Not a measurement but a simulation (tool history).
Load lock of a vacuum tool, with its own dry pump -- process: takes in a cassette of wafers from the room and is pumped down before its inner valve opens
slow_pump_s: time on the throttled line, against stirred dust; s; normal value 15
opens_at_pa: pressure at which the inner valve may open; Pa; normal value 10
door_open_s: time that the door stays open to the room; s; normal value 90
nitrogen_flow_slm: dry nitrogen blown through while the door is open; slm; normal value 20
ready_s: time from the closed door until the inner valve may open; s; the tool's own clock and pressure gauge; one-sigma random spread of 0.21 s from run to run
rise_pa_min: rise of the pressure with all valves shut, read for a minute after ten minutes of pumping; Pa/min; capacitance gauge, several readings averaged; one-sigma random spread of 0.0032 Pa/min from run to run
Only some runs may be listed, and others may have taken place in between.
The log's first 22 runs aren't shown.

| run | hour | slow_pump_s | opens_at_pa | door_open_s | nitrogen_flow_slm | hours that the pump has run since its overhaul | times that the door has closed on its seal | incoming humidity of the room's air, % | ready_s | rise_pa_min |
|---|---|---|---|---|---|---|---|---|---|---|
| 23 | 1712.2 | 9 | 8 | 44 | 7 | 4159 | 35504 | 47 | 20.4 | 0.243 |
| 24 | 1798.7 | 11 | 9 | 44 | 9 | 4245 | 35906 | 45.6 | 21.6 | 0.237 |
| 25 | 1852.5 | 11 | 9 | 44 | 9 | 4299 | 36156 | 43 | 22.4 | 0.239 |
| 26 | 1944.1 | 15 | 10 | 90 | 10 | 4390 | 36582 | 46.9 | 25.3 | 0.297 |
| 27 | 2009 | 26 | 8 | 163 | 20 | 4455 | 36884 | 43.1 | 33.4 | 0.309 |
| 28 | 2105.1 | 26 | 8 | 163 | 20 | 4551 | 37330 | 43.2 | 33.6 | 0.318 |
| 29 | 2176.7 | 16 | 8 | 163 | 10 | 4623 | 37664 | 44.8 | 25.8 | 0.358 |
| 30 | 2278.7 | 16 | 8 | 163 | 10 | 4725 | 38137 | 44.1 | 26 | 0.361 |
| 31 | 2327.4 | 15 | 18 | 50 | 13 | 4774 | 38364 | 43 | 24.2 | 0.26 |
| 32 | 2406.8 | 15 | 10 | 133 | 20 | 4853 | 38733 | 47.7 | 24.7 | 0.333 |
| 33 | 2476.9 | 10 | 12 | 76 | 14 | 4923 | 39059 | 47.8 | 21.1 | 0.29 |
| 34 | 2574.2 | 22 | 10 | 30 | 14 | 5021 | 39511 | 44.3 | 30.2 | 0.247 |
| 35 | 2635.7 | 22 | 10 | 30 | 14 | 5082 | 39797 | 44.2 | 30 | 0.237 |

Forecast run 36:
| 36 | 2725.6 | 22 | 10 | 30 | 14 | 5172 | 40215 | 47.7 | ? | ? |

ready_s: 30.6 s
rise_pa_min: 0.251 Pa/min
Were there no unlogged condition in the tool, this run, its random variation unchanged, would have produced ready_s 30 s, rise_pa_min 0.062 Pa/min.

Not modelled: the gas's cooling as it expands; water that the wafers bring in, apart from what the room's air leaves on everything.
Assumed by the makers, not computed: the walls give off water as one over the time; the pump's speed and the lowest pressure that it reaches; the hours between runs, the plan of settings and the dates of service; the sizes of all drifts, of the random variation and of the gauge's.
